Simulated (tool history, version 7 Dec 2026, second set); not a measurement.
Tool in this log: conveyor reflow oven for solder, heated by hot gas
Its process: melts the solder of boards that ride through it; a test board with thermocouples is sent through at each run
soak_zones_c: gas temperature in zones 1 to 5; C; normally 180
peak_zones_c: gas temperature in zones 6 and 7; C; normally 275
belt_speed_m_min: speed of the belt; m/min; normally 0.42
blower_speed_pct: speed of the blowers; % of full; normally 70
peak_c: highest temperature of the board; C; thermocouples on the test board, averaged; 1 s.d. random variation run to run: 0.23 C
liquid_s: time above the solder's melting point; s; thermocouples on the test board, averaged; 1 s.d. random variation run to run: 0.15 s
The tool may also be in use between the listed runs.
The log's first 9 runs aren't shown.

run    hour  soak_zones_c  peak_zones_c  belt_speed_m_min  blower_speed_pct  peak_c  liquid_s
 10   471.1           165           275              0.42                70   256.3      64.5
 11   541.1           180           275              0.42                70   257.9        72
 12   580.2           180           283              0.42                70     265      75.9
 13   649.6           180           283              0.42                70   264.4      75.3
 14   731.2           180           283              0.42                70   263.8      75.2
        801  -- flux residue cleaned out of gas plates and filters
 15   804.5           180           283              0.42                70   266.6      77.3
 16   838.8           180           289              0.42                63   270.4      79.2
 17   881.1           180           289              0.42                63   270.5        79
 18   931.3           180           275             0.476                70     254      60.5
 19   968.9           180           264              0.42                82   249.6      66.6
     1006.8  -- belt drive overhauled, speed set with a stopwatch
 20  1008.7           180           264              0.42                82   249.6      64.9
 21  1058.3           189           275              0.42                77   259.6      76.2
 22  1093.3           183           286              0.42                70   267.2      77.5
 23  1156.1           183           286              0.42                70   266.7      77.3
 24  1227.5           183           286              0.42                70   265.9        77
 25  1273.1           183           286              0.42                70   265.7      76.8
     1334.1  -- flux residue cleaned out of gas plates and filters
 26  1355.9           180           265              0.42                70   249.5      65.2
 27  1412.5           180           275             0.349                64   262.5      90.1
 28  1482.7           181           271              0.42                64   253.1      68.3
 29  1526.2           181           271              0.42                64   252.6      67.9
 30  1591.7           180           269              0.42                73   251.8      66.9

5 ways to go on from here, each from the tool as it stands after run 30. What would each give?
  A  1666.2           180           269             0.469                73       ?         ?
  B  1666.2           171           269              0.42                73       ?         ?
  C  1666.2           182           275              0.42                70       ?         ?
  D  1666.2           180           268             0.359                89       ?         ?
  E  1666.2           171           281              0.42                86       ?         ?

run  peak_c  liquid_s
  A   248.1        56
  B   249.9      61.4
  C   256.6      71.3
  D   255.7      84.1
  E   261.7      70.6
With the hidden condition removed and each run's random variation left untouched, the same runs would have given:
run  peak_c  liquid_s
  A   252.6      59.6
  B   254.4      65.1
  C     261      73.8
  D   259.8      86.6
  E   266.5      73.1
